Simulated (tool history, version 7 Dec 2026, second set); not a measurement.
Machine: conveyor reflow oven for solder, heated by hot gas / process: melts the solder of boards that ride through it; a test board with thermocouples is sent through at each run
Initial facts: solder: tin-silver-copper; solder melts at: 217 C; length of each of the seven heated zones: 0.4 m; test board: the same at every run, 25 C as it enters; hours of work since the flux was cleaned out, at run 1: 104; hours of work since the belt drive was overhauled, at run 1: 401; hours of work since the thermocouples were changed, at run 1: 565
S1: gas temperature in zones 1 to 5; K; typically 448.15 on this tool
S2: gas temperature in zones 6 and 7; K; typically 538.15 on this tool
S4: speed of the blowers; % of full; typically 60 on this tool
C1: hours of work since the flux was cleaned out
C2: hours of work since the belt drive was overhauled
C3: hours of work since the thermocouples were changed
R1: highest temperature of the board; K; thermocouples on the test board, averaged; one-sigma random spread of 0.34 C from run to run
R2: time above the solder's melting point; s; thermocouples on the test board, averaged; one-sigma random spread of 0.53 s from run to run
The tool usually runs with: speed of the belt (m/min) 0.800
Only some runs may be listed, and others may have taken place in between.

Run 1, hour 0.0: usual settings; C1 104; C2 401; C3 565. Result: R1 515.95 K, R2 36.6 s.
Run 2, hour 9.5: usual settings; C1 112; C2 408; C3 573. Result: R1 515.45 K, R2 36.7 s.
Run 3, hour 14.7: usual settings but speed of the belt (m/min) 0.910; C1 116; C2 412; C3 577. Result: R1 510.25 K, R2 27.5 s.
Run 4, hour 20.6: usual settings but S1 444.15 K, speed of the belt (m/min) 0.910; C1 121; C2 417; C3 581. Result: R1 509.15 K, R2 25.3 s.
Run 5, hour 31.9: usual settings but S2 547.15 K; C1 130; C2 426; C3 590. Result: R1 523.35 K, R2 42.7 s.
Run 6, hour 41.0: usual settings but S4 64 % of full; C1 137; C2 433; C3 598. Result: R1 517.25 K, R2 38.1 s.
Run 7, hour 47.5: usual settings; C1 142; C2 438; C3 603. Result: R1 515.95 K, R2 38.5 s.
Run 8, hour 52.8: usual settings; C1 146; C2 443; C3 607. Result: R1 515.35 K, R2 36.4 s.
Run 9, hour 59.3: usual settings but S4 66 % of full; C1 152; C2 448; C3 612. Result: R1 518.65 K, R2 39.8 s.
At hour 67.5: flux residue cleaned out of gas plates and filters.
Run 10, hour 76.4: usual settings but S4 51 % of full; C1 7; C2 458; C3 622. Result: R1 511.85 K, R2 32.8 s.
Run 11, hour 82.2: usual settings; C1 12; C2 462; C3 627. Result: R1 516.15 K, R2 38.0 s.
Run 12, hour 87.4: usual settings; C1 16; C2 466; C3 631. Result: R1 516.05 K, R2 38.8 s.
Run 13, hour 95.4: usual settings; C1 22; C2 473; C3 637. Result: R1 516.05 K, R2 37.2 s.
Run 14, hour 105.8: usual settings; C1 31; C2 481; C3 645. Result: R1 516.85 K, R2 37.5 s.
Run 15, hour 111.5: usual settings; C1 35; C2 486; C3 650. Result: R1 516.45 K, R2 38.3 s.
Run 16, hour 122.6: usual settings; C1 44; C2 494; C3 659. Result: R1 516.35 K, R2 37.5 s.
Run 17, hour 131.8: usual settings but S4 53 % of full; C1 51; C2 502; C3 666. Result: R1 513.15 K, R2 33.9 s.
Run 18, hour 141.9: usual settings but speed of the belt (m/min) 0.687; C1 59; C2 510; C3 674. Result: R1 521.85 K, R2 50.6 s.

What will run 19 give?
Run 19, hour 154.2: usual settings but S2 533.15 K, speed of the belt (m/min) 0.873; C1 69; C2 520; C3 684. Result: R1 ?, R2 ?.

R1: 508.65 K
R2: 27.5 s
Were there no unlogged condition in the tool, this run, its random variation unchanged, would have produced R1 507.85 K, R2 26.3 s.

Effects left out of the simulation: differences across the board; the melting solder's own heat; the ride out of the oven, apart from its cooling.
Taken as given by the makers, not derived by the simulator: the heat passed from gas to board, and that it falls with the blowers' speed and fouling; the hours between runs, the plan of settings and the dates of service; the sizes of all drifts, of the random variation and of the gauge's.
